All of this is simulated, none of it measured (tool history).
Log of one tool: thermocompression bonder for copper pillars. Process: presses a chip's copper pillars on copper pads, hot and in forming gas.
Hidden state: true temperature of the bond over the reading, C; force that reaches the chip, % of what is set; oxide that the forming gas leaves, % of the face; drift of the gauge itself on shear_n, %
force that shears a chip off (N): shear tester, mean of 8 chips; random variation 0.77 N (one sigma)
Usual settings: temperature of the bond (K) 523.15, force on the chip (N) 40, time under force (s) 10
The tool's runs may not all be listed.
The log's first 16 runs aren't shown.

run	day	temperature of the bond (K)	force on the chip (N)	time under force (s)	hours of work since the heater was calibrated	hours of work since the force cell was calibrated	hours of work since the gas filter was changed	force that shears a chip off (N)
17	48	523.15	40	7	1721	1438	461	39.3
# day 49.167: heater calibrated with a thermocouple chip
# day 49.704: forming gas filter changed
18	51.617	523.15	40	10	25	1474	20	55.8
19	54.704	523.15	40	10	57	1506	52	57
20	58.017	539.15	40	12	91	1540	86	69.4
21	60.662	523.15	40	21	119	1567	113	68.1
22	63.396	509.15	40	22	147	1596	142	58.8
23	66.304	531.15	40	26	177	1626	172	74.2
24	69.083	523.15	33	10	206	1655	200	48
25	71.654	532.15	40	5	232	1681	227	46.1
26	73.425	532.15	35	28	251	1699	245	73.6
27	77.296	532.15	35	28	291	1739	285	71.6
28	79.646	532.15	35	28	315	1764	310	71
29	83.192	521.15	55	10	352	1800	346	56.6
30	86.55	518.15	36	8	386	1835	381	40.8
31	89.671	523.15	40	10	418	1867	413	49.7
32	92.492	514.15	44	10	448	1896	442	44.9
33	94.275	514.15	44	10	466	1915	461	45.3
# day 95.888: forming gas filter changed
34	98.033	552.15	46	10	505	1954	22	76.7
# day 101.546: force cell calibrated
35	101.888	499.15	59	5	544	4	61	35.7
36	104.175	499.15	59	5	568	27	85	36.6
37	107.133	499.15	59	5	598	58	116	35.4
38	108.921	499.15	59	7	617	76	134	40.6

Forecast each of these 5 alternatives for the next run:
A	112.454	542.15	44	10	653	113	171	?
B	112.454	516.15	38	10	653	113	171	?
C	112.454	499.15	51	12	653	113	171	?
D	112.454	499.15	28	8	653	113	171	?
E	112.454	503.15	33	5	653	113	171	?

run	force that shears a chip off (N)
A	66.5
B	46.2
C	44.6
D	29.5
E	26.8
Without the tool's hidden state the same runs would have given:
run	force that shears a chip off (N)
A	72.4
B	51.4
C	49.9
D	33.3
E	30.3
